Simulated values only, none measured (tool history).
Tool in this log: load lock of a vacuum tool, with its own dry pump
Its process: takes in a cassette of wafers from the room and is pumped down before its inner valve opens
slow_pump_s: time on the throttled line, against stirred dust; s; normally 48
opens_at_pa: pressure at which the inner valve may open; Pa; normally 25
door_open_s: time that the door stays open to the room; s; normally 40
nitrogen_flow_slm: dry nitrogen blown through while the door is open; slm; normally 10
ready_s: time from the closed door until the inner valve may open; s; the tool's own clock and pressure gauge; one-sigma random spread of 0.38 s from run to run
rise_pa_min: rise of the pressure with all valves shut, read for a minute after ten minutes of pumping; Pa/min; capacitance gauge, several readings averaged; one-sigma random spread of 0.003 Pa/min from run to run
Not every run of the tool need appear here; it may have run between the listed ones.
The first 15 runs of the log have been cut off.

| run | hour | slow_pump_s | opens_at_pa | door_open_s | nitrogen_flow_slm | incoming humidity of the room's air, % | ready_s | rise_pa_min |
|---|---|---|---|---|---|---|---|---|
| 16 | 1917.6 | 26 | 25 | 40 | 10 | 44.9 | 71.4 | 0.055 |
| 17 | 2000.3 | 48 | 22 | 40 | 10 | 46.2 | 87.7 | 0.065 |
| 18 | 2097.8 | 48 | 25 | 110 | 10 | 43.7 | 86.9 | 0.073 |
| 19 | 2262.5 | 46 | 30 | 104 | 10 | 46.2 | 85.1 | 0.075 |
| 20 | 2399.7 | 32 | 34 | 40 | 7 | 45.8 | 74.0 | 0.064 |
| 21 | 2490.8 | 62 | 34 | 215 | 10 | 48.9 | 94.6 | 0.095 |
| 22 | 2559.5 | 33 | 44 | 40 | 24 | 43.8 | 72.7 | 0.050 |
| 23 | 2638.2 | 82 | 21 | 110 | 10 | 45.6 | 111.2 | 0.071 |
| 24 | 2727.1 | 32 | 22 | 110 | 38 | 45.8 | 76.1 | 0.052 |
| 25 | 2835.6 | 89 | 27 | 51 | 10 | 42.8 | 115.5 | 0.067 |
| 26 | 2949.6 | 89 | 27 | 51 | 10 | 42.1 | 115.5 | 0.066 |
| 27 | 3067.4 | 89 | 27 | 51 | 10 | 47.1 | 114.9 | 0.071 |
| 28 | 3232.0 | 89 | 27 | 51 | 10 | 46.7 | 114.9 | 0.072 |
| 29 | 3311.0 | 48 | 25 | 94 | 7 | 43.5 | 87.2 | 0.082 |
| 30 | 3465.4 | 35 | 31 | 64 | 6 | 40.8 | 75.9 | 0.076 |
| 31 | 3636.0 | 35 | 31 | 64 | 6 | 44.9 | 76.7 | 0.078 |
| 32 | 3785.7 | 35 | 31 | 64 | 6 | 45.1 | 77.3 | 0.083 |
| 33 | 3896.7 | 35 | 31 | 64 | 6 | 43.8 | 76.4 | 0.085 |
| 34 | 3982.4 | 35 | 31 | 64 | 6 | 43.6 | 77.1 | 0.088 |
| 35 | 4130.5 | 89 | 29 | 40 | 10 | 44.8 | 114.1 | 0.077 |
| 36 | 4259.3 | 48 | 31 | 40 | 10 | 42.7 | 85.3 | 0.072 |

Branching from run 36: 3 alternative next runs. What would each branch give?
|  | 4294.8 | dry pump taken out, an overhauled one fitted |
| A | 4428.1 | 26 | 25 | 47 | 24 | 45.2 | ? | ? |
|  | 4294.8 | dry pump taken out, an overhauled one fitted |
| B | 4428.1 | 48 | 25 | 40 | 14 | 46.3 | ? | ? |
|  | 4294.8 | dry pump taken out, an overhauled one fitted |
| C | 4428.1 | 48 | 44 | 40 | 10 | 47.9 | ? | ? |

| run | ready_s | rise_pa_min |
|---|---|---|
| A | 66.0 | 0.075 |
| B | 82.0 | 0.072 |
| C | 79.3 | 0.079 |
What these runs would have given with no unlogged condition in the tool:
| run | ready_s | rise_pa_min |
|---|---|---|
| A | 65.7 | 0.030 |
| B | 81.8 | 0.027 |
| C | 79.1 | 0.032 |

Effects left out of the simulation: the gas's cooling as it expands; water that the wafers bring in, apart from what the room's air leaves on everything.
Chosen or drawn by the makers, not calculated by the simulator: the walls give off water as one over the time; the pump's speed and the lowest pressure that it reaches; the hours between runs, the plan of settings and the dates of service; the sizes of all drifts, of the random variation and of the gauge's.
